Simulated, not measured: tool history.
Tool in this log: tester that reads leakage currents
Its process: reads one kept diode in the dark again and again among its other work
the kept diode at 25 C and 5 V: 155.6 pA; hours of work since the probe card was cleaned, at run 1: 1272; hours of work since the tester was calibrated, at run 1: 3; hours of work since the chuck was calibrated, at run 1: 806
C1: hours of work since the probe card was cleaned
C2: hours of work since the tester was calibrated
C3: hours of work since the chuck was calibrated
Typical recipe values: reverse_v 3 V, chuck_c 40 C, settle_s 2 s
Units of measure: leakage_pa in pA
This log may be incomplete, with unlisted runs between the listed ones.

run 1 hour=0 | reverse_v=3 chuck_c=40 settle_s=2 | C1=1272 C2=3 C3=806 | leakage_pa=418.35
run 2 hour=48 | reverse_v=3 chuck_c=40 settle_s=2 | C1=1291 C2=22 C3=826 | leakage_pa=416.71
run 3 hour=140 | reverse_v=3 chuck_c=40 settle_s=2 | C1=1329 C2=60 C3=863 | leakage_pa=415.64
run 4 hour=190.6 | reverse_v=3 chuck_c=40 settle_s=2 | C1=1349 C2=80 C3=884 | leakage_pa=414.81
run 5 hour=232 | reverse_v=3 chuck_c=40 settle_s=2 | C1=1366 C2=97 C3=901 | leakage_pa=416.31
run 6 hour=301.1 | reverse_v=3 chuck_c=40 settle_s=2 | C1=1394 C2=125 C3=929 | leakage_pa=414.28
run 7 hour=383.1 | reverse_v=2.45 chuck_c=40 settle_s=2 | C1=1428 C2=159 C3=962 | leakage_pa=381.9
run 8 hour=475 | reverse_v=3 chuck_c=40 settle_s=0.46 | C1=1465 C2=196 C3=1000 | leakage_pa=412.33
run 9 hour=571.6 | reverse_v=3 chuck_c=40 settle_s=0.46 | C1=1505 C2=236 C3=1039 | leakage_pa=409.44
run 10 hour=618.7 | reverse_v=3 chuck_c=40 settle_s=0.46 | C1=1524 C2=255 C3=1058 | leakage_pa=411.34
run 11 hour=702.4 | reverse_v=3 chuck_c=40 settle_s=0.46 | C1=1558 C2=289 C3=1093 | leakage_pa=408.27
run 12 hour=768.9 | reverse_v=3 chuck_c=40 settle_s=0.46 | C1=1585 C2=316 C3=1120 | leakage_pa=406.58
run 13 hour=830.8 | reverse_v=3 chuck_c=40 settle_s=2 | C1=1610 C2=341 C3=1145 | leakage_pa=404.59
run 14 hour=909 | reverse_v=1.29 chuck_c=40 settle_s=2 | C1=1642 C2=373 C3=1177 | leakage_pa=291.9
run 15 hour=950.5 | reverse_v=1.29 chuck_c=38 settle_s=2 | C1=1659 C2=390 C3=1194 | leakage_pa=248.95
run 16 hour=1005.5 | reverse_v=3 chuck_c=40 settle_s=2 | C1=1682 C2=413 C3=1216 | leakage_pa=399.48
run 17 hour=1086.6 | reverse_v=3 chuck_c=32 settle_s=2 | C1=1715 C2=446 C3=1249 | leakage_pa=207.06
run 18 hour=1141 | reverse_v=3.26 chuck_c=32 settle_s=2 | C1=1737 C2=468 C3=1271 | leakage_pa=214.58
run 19 hour=1206.7 | reverse_v=9.66 chuck_c=40 settle_s=2 | C1=1764 C2=495 C3=1298 | leakage_pa=619.13
-- hour=1213.2 tester calibrated
run 20 hour=1287 | reverse_v=9.66 chuck_c=40 settle_s=2 | C1=1795 C2=30 C3=1330 | leakage_pa=620.71
run 21 hour=1350.6 | reverse_v=9.66 chuck_c=40 settle_s=2 | C1=1821 C2=56 C3=1356 | leakage_pa=620.12
run 22 hour=1416.5 | reverse_v=14.32 chuck_c=46 settle_s=1.14 | C1=1848 C2=83 C3=1383 | leakage_pa=1138.97
run 23 hour=1463.3 | reverse_v=5.6 chuck_c=21 settle_s=0.88 | C1=1867 C2=102 C3=1402 | leakage_pa=105.86
run 24 hour=1514.7 | reverse_v=16.45 chuck_c=33 settle_s=3.08 | C1=1888 C2=123 C3=1423 | leakage_pa=433.08
run 25 hour=1576.5 | reverse_v=16.45 chuck_c=33 settle_s=3.08 | C1=1913 C2=148 C3=1448 | leakage_pa=431.61
-- hour=1613.5 tester calibrated, once more
run 26 hour=1674.2 | reverse_v=8.81 chuck_c=22 settle_s=0.54 | C1=1953 C2=25 C3=1487 | leakage_pa=140.55
run 27 hour=1733.4 | reverse_v=17.78 chuck_c=52 settle_s=1.76 | C1=1977 C2=49 C3=1511 | leakage_pa=1945.47
run 28 hour=1807.9 | reverse_v=9.62 chuck_c=54 settle_s=1.76 | C1=2007 C2=79 C3=1542 | leakage_pa=1796.24
run 29 hour=1849.4 | reverse_v=5.11 chuck_c=20 settle_s=1.76 | C1=2024 C2=96 C3=1559 | leakage_pa=91.8
run 30 hour=1913.2 | reverse_v=1.91 chuck_c=20 settle_s=2 | C1=2050 C2=122 C3=1585 | leakage_pa=60.58
run 31 hour=2000.2 | reverse_v=3 chuck_c=40 settle_s=1.37 | C1=2085 C2=158 C3=1620 | leakage_pa=386.16
run 32 hour=2088.8 | reverse_v=2.08 chuck_c=30 settle_s=0.37 | C1=2122 C2=194 C3=1656 | leakage_pa=149.39
-- hour=2097.7 chuck's temperature calibrated
run 33 hour=2170.9 | reverse_v=3 chuck_c=28 settle_s=0.9 | C1=2154 C2=226 C3=30 | leakage_pa=173.46
run 34 hour=2217.7 | reverse_v=2.8 chuck_c=40 settle_s=0.88 | C1=2173 C2=246 C3=49 | leakage_pa=449.52
run 35 hour=2258.3 | reverse_v=18.34 chuck_c=48 settle_s=2 | C1=2190 C2=262 C3=65 | leakage_pa=1699.76
run 36 hour=2326.9 | reverse_v=18.34 chuck_c=48 settle_s=2 | C1=2218 C2=290 C3=93 | leakage_pa=1697.58
run 37 hour=2420.9 | reverse_v=1.65 chuck_c=48 settle_s=0.56 | C1=2256 C2=328 C3=132 | leakage_pa=678.43
run 38 hour=2501.5 | reverse_v=15.92 chuck_c=37 settle_s=4.14 | C1=2289 C2=361 C3=165 | leakage_pa=682.84
run 39 hour=2556.3 | reverse_v=15.92 chuck_c=23 settle_s=2.01 | C1=2311 C2=384 C3=187 | leakage_pa=226.92
run 40 hour=2645 | reverse_v=15.92 chuck_c=23 settle_s=2.01 | C1=2347 C2=420 C3=223 | leakage_pa=228.01

Below are 3 alternative next runs, each starting from the tool's condition after run 40. Predict each:
run A hour=2703.3 | reverse_v=12.2 chuck_c=36 settle_s=2.12 | C1=2371 C2=444 C3=247 | leakage_pa=?
run B hour=2703.3 | reverse_v=15.92 chuck_c=27 settle_s=2.01 | C1=2371 C2=444 C3=247 | leakage_pa=?
run C hour=2703.3 | reverse_v=16.18 chuck_c=36 settle_s=0.4 | C1=2371 C2=444 C3=247 | leakage_pa=?

run=A leakage_pa=567.79
run=B leakage_pa=310.05
run=C leakage_pa=643.3
Without the tool's hidden state the same runs would have given:
run=A leakage_pa=558.33
run=B leakage_pa=287.56
run=C leakage_pa=627.96

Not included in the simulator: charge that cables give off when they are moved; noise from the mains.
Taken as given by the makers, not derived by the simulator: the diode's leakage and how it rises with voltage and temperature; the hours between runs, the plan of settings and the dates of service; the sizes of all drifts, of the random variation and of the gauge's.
